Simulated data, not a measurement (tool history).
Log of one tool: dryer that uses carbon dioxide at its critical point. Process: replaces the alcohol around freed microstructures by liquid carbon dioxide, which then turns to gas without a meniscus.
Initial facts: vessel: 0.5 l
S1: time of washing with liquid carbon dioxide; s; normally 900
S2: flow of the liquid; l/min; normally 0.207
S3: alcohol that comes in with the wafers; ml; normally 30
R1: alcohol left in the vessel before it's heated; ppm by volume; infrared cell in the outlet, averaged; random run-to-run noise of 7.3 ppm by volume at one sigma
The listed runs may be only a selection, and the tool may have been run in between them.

run     day    S1     S2   S3     R1
  1       0   900  0.207   30    597
  2   0.529   900  0.207   30    616
  3   0.838   900  0.207   30    636
  4   1.429   900  0.207   30    625
  5   1.967   900  0.207   30    677
  6   2.275   900  0.207   30    650
  7   2.667   900  0.314   30     86
  8   3.288   900  0.207   38    862
  9   3.667   900  0.207   79   1854
 10   4.008   900  0.207   79   1834
 11   4.488  1020  0.207   30    417
 12   4.988   900  0.207   48   1203
 13    5.35   900  0.207   48   1149
 14   5.983   900  0.145   30   2859
 15   6.392   900  0.207   30    766
 16   6.888   900  0.207   30    821
      7.042  -- inlet filter changed
 17   7.475   900  0.207   30    380
 18   7.796   900  0.207   30    398
 19   8.325   900  0.207   30    415
 20   9.004   900  0.207   30    428
 21   9.612   900  0.207   30    417
 22  10.138   900  0.207   30    425
 23  10.638   900  0.207   30    456
 24  10.921   900  0.207   30    453
 25  11.425  1140  0.154   30    623
 26  11.825  1140  0.154   30    641
 27  12.417  1140  0.154   30    656
 28  13.067  1140  0.154   30    651
 29  13.662  1320  0.209   30     91
 30   14.25  1320  0.209   26     98
 31  14.883   900  0.168   30   1275
 32  15.492   600  0.168   30   4667
 33  15.838   840  0.125   26   3720
 34   16.15   720  0.143  104  15202
 35  16.621   720  0.143  104  15665
 36  17.058  1140  0.273   27     88
 37  17.475  1140  0.273   27     85
 38  17.996  1140  0.273   39    106
 39  18.396  1380  0.202   34    129
 40  18.996   900  0.157   30   1907
 41  19.546   780  0.207   30   1114
 42  19.842   780  0.294   25    230
 43  20.121   960  0.141   28   2118
 44  20.512   660  0.273   30    736
 45   20.95   900  0.231   74    959
 46  21.279  1380  0.161   32    352
 47    21.9   780  0.207   30   1220

Consider 3 possible next runs. They are alternatives, not a sequence: every one starts from the tool as it was left by run 47. What does each give?
  A  22.225  900  0.199  38   ?
  B  22.225  780  0.155  86   ?
  C  22.225  660  0.168  22   ?

run    R1
  A  1038
  B  9609
  C  3062
Without the tool's unlogged condition, the same runs would have read:
run    R1
  A   543
  B  6482
  C  2093
